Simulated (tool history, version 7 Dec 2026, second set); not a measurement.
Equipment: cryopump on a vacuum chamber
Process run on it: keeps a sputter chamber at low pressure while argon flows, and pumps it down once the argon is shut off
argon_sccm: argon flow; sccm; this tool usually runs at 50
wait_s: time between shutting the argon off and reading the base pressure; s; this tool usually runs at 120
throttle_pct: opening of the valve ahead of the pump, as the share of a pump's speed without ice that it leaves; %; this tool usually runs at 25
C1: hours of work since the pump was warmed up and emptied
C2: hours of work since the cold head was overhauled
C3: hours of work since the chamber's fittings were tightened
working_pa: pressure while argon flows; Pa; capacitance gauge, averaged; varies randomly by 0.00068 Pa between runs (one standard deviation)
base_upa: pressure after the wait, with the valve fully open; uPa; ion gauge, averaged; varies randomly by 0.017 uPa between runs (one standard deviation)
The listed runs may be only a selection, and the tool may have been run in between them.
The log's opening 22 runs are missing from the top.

Run 23, hour 459.6: usual settings but argon_sccm 91 sccm, wait_s 40 s, throttle_pct 43 %; C1 672; C2 672; C3 2479. Result: working_pa 0.1883 Pa, base_upa 1.87 uPa.
Run 24, hour 489.2: usual settings but argon_sccm 40 sccm, wait_s 77 s, throttle_pct 43 %; C1 689; C2 689; C3 2496. Result: working_pa 0.083 Pa, base_upa 1.2 uPa.
Run 25, hour 508.5: usual settings but argon_sccm 25 sccm, wait_s 282 s; C1 700; C2 700; C3 2508. Result: working_pa 0.0865 Pa, base_upa 0.61 uPa.
Run 26, hour 531.6: usual settings but argon_sccm 25 sccm, wait_s 282 s; C1 714; C2 714; C3 2521. Result: working_pa 0.087 Pa, base_upa 0.65 uPa.
Run 27, hour 561.4: usual settings but argon_sccm 25 sccm, wait_s 282 s, throttle_pct 46 %; C1 732; C2 732; C3 2539. Result: working_pa 0.049 Pa, base_upa 0.66 uPa.
Run 28, hour 581.7: usual settings but argon_sccm 41 sccm, throttle_pct 48 %; C1 744; C2 744; C3 2551. Result: working_pa 0.0773 Pa, base_upa 0.93 uPa.
Run 29, hour 607.9: usual settings but argon_sccm 41 sccm, throttle_pct 48 %; C1 759; C2 759; C3 2566. Result: working_pa 0.0776 Pa, base_upa 0.93 uPa.
Run 30, hour 631.5: usual settings but argon_sccm 33 sccm, wait_s 41 s; C1 773; C2 773; C3 2580. Result: working_pa 0.1157 Pa, base_upa 1.89 uPa.
Run 31, hour 644.4: usual settings but argon_sccm 33 sccm, wait_s 41 s; C1 780; C2 780; C3 2588. Result: working_pa 0.1138 Pa, base_upa 1.89 uPa.
Run 32, hour 662.4: usual settings but argon_sccm 44 sccm, wait_s 78 s, throttle_pct 37 %; C1 791; C2 791; C3 2598. Result: working_pa 0.1073 Pa, base_upa 1.2 uPa.
Run 33, hour 681.1: usual settings but argon_sccm 60 sccm, wait_s 161 s, throttle_pct 16 %; C1 802; C2 802; C3 2609. Result: working_pa 0.3205 Pa, base_upa 0.79 uPa.
Run 34, hour 699.7: usual settings but argon_sccm 29 sccm, wait_s 241 s, throttle_pct 30 %; C1 813; C2 813; C3 2620. Result: working_pa 0.0855 Pa, base_upa 0.7 uPa.
Run 35, hour 720.2: usual settings but argon_sccm 21 sccm, wait_s 172 s, throttle_pct 19 %; C1 825; C2 825; C3 2632. Result: working_pa 0.0958 Pa, base_upa 0.78 uPa.

What if the next run were any one of these 3? Each begins from the tool's condition after run 35:
Run A, hour 744.3: usual settings but wait_s 136 s; C1 839; C2 839; C3 2646. Result: working_pa ?, base_upa ?.
Run B, hour 744.3: usual settings but wait_s 21 s; C1 839; C2 839; C3 2646. Result: working_pa ?, base_upa ?.
Run C, hour 744.3: usual settings but argon_sccm 21 sccm, wait_s 204 s, throttle_pct 34 %; C1 839; C2 839; C3 2646. Result: working_pa ?, base_upa ?.

run  working_pa  base_upa
  A      0.1762      0.88
  B       0.175      3.25
  C      0.0544      0.76
With the hidden condition removed and each run's random variation left untouched, the same runs would have given:
run  working_pa  base_upa
  A      0.1674      0.57
  B      0.1662      2.94
  C      0.0507      0.45
